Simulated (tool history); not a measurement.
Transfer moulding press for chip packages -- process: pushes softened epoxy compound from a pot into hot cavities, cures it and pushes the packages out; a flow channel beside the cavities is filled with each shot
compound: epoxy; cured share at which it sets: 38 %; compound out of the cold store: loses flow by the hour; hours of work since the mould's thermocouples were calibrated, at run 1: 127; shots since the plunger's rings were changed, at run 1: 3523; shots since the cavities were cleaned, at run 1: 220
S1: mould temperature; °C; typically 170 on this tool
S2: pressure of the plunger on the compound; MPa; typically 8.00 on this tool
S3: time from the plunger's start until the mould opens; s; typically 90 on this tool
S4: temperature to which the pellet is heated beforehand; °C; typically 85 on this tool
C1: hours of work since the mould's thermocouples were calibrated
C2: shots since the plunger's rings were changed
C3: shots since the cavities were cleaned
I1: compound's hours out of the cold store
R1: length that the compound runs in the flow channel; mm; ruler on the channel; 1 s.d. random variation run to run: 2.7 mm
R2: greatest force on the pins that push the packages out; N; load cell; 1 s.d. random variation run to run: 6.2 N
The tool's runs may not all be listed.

run     day   S1    S2  S3  S4   C1    C2    C3    I1   R1   R2
  1   0.000  170  8.00  90  85  127  3523   220  31.0  492  320
  2   0.317  170  8.00  90  85  130  3587   284  42.6  458  338
  3   0.650  170  8.00  90  85  134  3654   351  18.1  524  381
  4   1.021  170  8.00  90  85  138  3728   425  24.8  507  370
  5   1.571  170  6.45  90  85  144  3840   537  21.8  468  403
  6   1.925  170  6.45  90  85  148  3911   608  17.9  473  402
  7   2.562  170  8.00  90  86  155  4039   736  43.6  455  374
  8   3.058  170  8.00  90  85  161  4139   836  38.1  474  387
  9   3.333  170  8.00  90  85  164  4194   891  28.9  493  419
 10   3.962  171  8.00  90  85  171  4321  1018  38.7  465  380
      4.342  -- cavities cleaned with cleaning compound and waxed
 11   4.367  171  8.00  90  85  175  4390     5  15.6  529  247
 12   4.717  171  8.00  90  85  179  4460    75  39.7  468  264
 13   5.083  170  7.83  90  85  183  4534   149  12.9  528  340
 14   5.471  170  8.00  90  85  187  4612   227  25.7  501  340
 15   5.862  170  8.00  90  85  191  4691   306  30.8  490  374
 16   6.300  170  8.00  90  85  196  4779   394  31.5  488  351
 17   6.708  170  8.00  90  82  201  4861   476  44.8  455  366
 18   6.975  176  8.00  90  92  203  4915   530  27.7  489  294
 19   7.396  176  8.00  90  92  208  4999   614  46.1  445  294
 20   7.946  170  8.36  90  83  214  5110   725  27.3  508  412
 21   8.404  171  8.00  79  85  219  5202   817  34.3  481  485
 22   8.771  170  8.00  71  85  223  5276   891  23.6  499  716
 23   9.325  170  8.00  86  80  229  5388  1003  36.4  472  468
      9.771  -- cavities cleaned with cleaning compound and waxed
 24   9.771  170  8.00  86  80  234  5465     0  23.4  503  280
 25  10.279  170  8.00  86  80  239  5568   103  45.2  448  320
 26  10.692  170  8.00  86  80  244  5650   185  47.7  444  356

Run 27 comes next. What will it give?
 27  11.258  170  7.64  94  76  250  5764  299  30.0   ?   ?

{"run 27": {"R1": 481, "R2": 325}}
With the hidden condition absent and the run-to-run variation left alone, this run would have shown R1 500 mm, R2 227 N.

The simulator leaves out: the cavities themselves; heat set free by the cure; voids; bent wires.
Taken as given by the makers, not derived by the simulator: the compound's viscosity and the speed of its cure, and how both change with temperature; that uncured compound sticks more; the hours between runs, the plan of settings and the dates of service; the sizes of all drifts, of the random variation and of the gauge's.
